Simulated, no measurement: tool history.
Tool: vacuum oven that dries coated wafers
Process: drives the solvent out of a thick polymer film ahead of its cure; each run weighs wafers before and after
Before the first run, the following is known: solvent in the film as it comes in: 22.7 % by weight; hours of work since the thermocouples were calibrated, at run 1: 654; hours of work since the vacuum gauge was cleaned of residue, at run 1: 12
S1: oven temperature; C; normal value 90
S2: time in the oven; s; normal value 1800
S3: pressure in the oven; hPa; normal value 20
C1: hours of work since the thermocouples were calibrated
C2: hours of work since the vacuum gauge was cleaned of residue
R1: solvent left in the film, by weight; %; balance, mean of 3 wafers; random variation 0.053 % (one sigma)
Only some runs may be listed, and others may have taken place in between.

run 1 hour=0 | S1=90 S2=1800 S3=20 | C1=654 C2=12 | R1=1.8
run 2 hour=9.9 | S1=90 S2=1800 S3=20 | C1=660 C2=18 | R1=1.87
run 3 hour=29.8 | S1=90 S2=1800 S3=20 | C1=670 C2=28 | R1=1.87
run 4 hour=47.7 | S1=102 S2=1800 S3=20 | C1=680 C2=38 | R1=0.82
run 5 hour=62.6 | S1=90 S2=1800 S3=20 | C1=688 C2=46 | R1=1.83
run 6 hour=77.8 | S1=90 S2=1800 S3=20 | C1=696 C2=54 | R1=1.85
run 7 hour=88.3 | S1=90 S2=1800 S3=20 | C1=702 C2=59 | R1=1.91
run 8 hour=97.9 | S1=90 S2=1680 S3=20 | C1=707 C2=64 | R1=2.11
run 9 hour=114 | S1=90 S2=1680 S3=20 | C1=715 C2=73 | R1=1.9
run 10 hour=130.7 | S1=90 S2=1680 S3=20 | C1=724 C2=82 | R1=2.07
run 11 hour=150 | S1=90 S2=1680 S3=20 | C1=734 C2=92 | R1=2.03
run 12 hour=163.1 | S1=90 S2=1800 S3=37.9 | C1=741 C2=99 | R1=2.94
run 13 hour=171.8 | S1=90 S2=1800 S3=37.9 | C1=746 C2=104 | R1=2.92
run 14 hour=193.1 | S1=90 S2=1800 S3=37.9 | C1=757 C2=115 | R1=2.97
run 15 hour=212.7 | S1=78 S2=1800 S3=37.9 | C1=768 C2=126 | R1=6.22
run 16 hour=224.2 | S1=78 S2=1800 S3=37.9 | C1=774 C2=132 | R1=6.14
run 17 hour=233.4 | S1=78 S2=1800 S3=37.9 | C1=779 C2=137 | R1=6.38
run 18 hour=247.1 | S1=78 S2=1800 S3=37.9 | C1=786 C2=144 | R1=6.12
-- hour=249.6 vacuum gauge cleaned of residue and calibrated
run 19 hour=262.2 | S1=90 S2=1800 S3=20 | C1=793 C2=7 | R1=1.91
run 20 hour=278.7 | S1=90 S2=1500 S3=20 | C1=802 C2=16 | R1=2.47
-- hour=292.7 vacuum gauge cleaned of residue and calibrated, once more
run 21 hour=298.9 | S1=90 S2=1800 S3=20 | C1=812 C2=3 | R1=1.82
run 22 hour=308.8 | S1=90 S2=1800 S3=20 | C1=817 C2=9 | R1=1.87
run 23 hour=328.4 | S1=90 S2=1800 S3=20 | C1=828 C2=19 | R1=1.9
run 24 hour=340 | S1=90 S2=1800 S3=20 | C1=834 C2=25 | R1=1.8
run 25 hour=352.8 | S1=90 S2=1800 S3=20 | C1=841 C2=32 | R1=1.82
run 26 hour=365.9 | S1=90 S2=1800 S3=20 | C1=848 C2=39 | R1=1.91
run 27 hour=381.3 | S1=90 S2=1800 S3=20 | C1=856 C2=47 | R1=1.94
run 28 hour=401.6 | S1=90 S2=2580 S3=17.5 | C1=867 C2=58 | R1=1.29
run 29 hour=421.3 | S1=82 S2=1800 S3=20 | C1=877 C2=69 | R1=3.52
run 30 hour=440.3 | S1=82 S2=1800 S3=20 | C1=887 C2=79 | R1=3.59
run 31 hour=457.9 | S1=96 S2=1560 S3=54.3 | C1=897 C2=88 | R1=3.02
run 32 hour=470.4 | S1=96 S2=1560 S3=54.3 | C1=904 C2=95 | R1=3.1
run 33 hour=485 | S1=78 S2=1800 S3=20.4 | C1=911 C2=102 | R1=4.73
run 34 hour=504.8 | S1=90 S2=2340 S3=54.2 | C1=922 C2=113 | R1=3.51
run 35 hour=513.7 | S1=90 S2=2340 S3=54.2 | C1=927 C2=118 | R1=3.51
run 36 hour=531.5 | S1=84 S2=2760 S3=16.5 | C1=936 C2=127 | R1=1.7
run 37 hour=541.2 | S1=90 S2=3060 S3=20 | C1=941 C2=132 | R1=1.27
run 38 hour=561.5 | S1=91 S2=1080 S3=40.5 | C1=952 C2=143 | R1=4.58
run 39 hour=580 | S1=91 S2=1320 S3=70 | C1=962 C2=153 | R1=5.41
run 40 hour=593.5 | S1=95 S2=1320 S3=69.6 | C1=969 C2=160 | R1=4.31
run 41 hour=611.5 | S1=95 S2=2520 S3=74.8 | C1=979 C2=170 | R1=3.81
run 42 hour=621.8 | S1=90 S2=1380 S3=41.5 | C1=984 C2=175 | R1=3.97
run 43 hour=639.5 | S1=90 S2=1380 S3=41.5 | C1=994 C2=185 | R1=3.84
run 44 hour=659.3 | S1=98 S2=2160 S3=67.2 | C1=1004 C2=195 | R1=3.12

Table of differences, measured result less the result of that run with no hidden state. Run-to-run variation is the same in both. Gauge scatter possibly is not:
The tool's hidden condition here consists of: true wafer temperature over the reading, C; true pressure over the reading, kPa; drift of the gauge itself on solvent_pct, %.
run=1 R1=+0.06
run=2 R1=+0.07
run=3 R1=+0.07
run=4 R1=+0.02
run=5 R1=+0.08
run=6 R1=+0.07
run=7 R1=+0.08
run=8 R1=+0.09
run=9 R1=+0.1
run=10 R1=+0.09
run=11 R1=+0.09
run=12 R1=+0.11
run=13 R1=+0.12
run=14 R1=+0.12
run=15 R1=+0.23
run=16 R1=+0.24
run=17 R1=+0.25
run=18 R1=+0.25
run=19 R1=+0.11
run=20 R1=+0.15
run=21 R1=+0.09
run=22 R1=+0.09
run=23 R1=+0.09
run=24 R1=+0.09
run=25 R1=+0.1
run=26 R1=+0.1
run=27 R1=+0.11
run=28 R1=+0.05
run=29 R1=+0.19
run=30 R1=+0.2
run=31 R1=+0.13
run=32 R1=+0.13
run=33 R1=+0.26
run=34 R1=+0.13
run=35 R1=+0.14
run=36 R1=+0.11
run=37 R1=+0.06
run=38 R1=+0.24
run=39 R1=+0.25
run=40 R1=+0.2
run=41 R1=+0.14
run=42 R1=+0.23
run=43 R1=+0.23
run=44 R1=+0.13
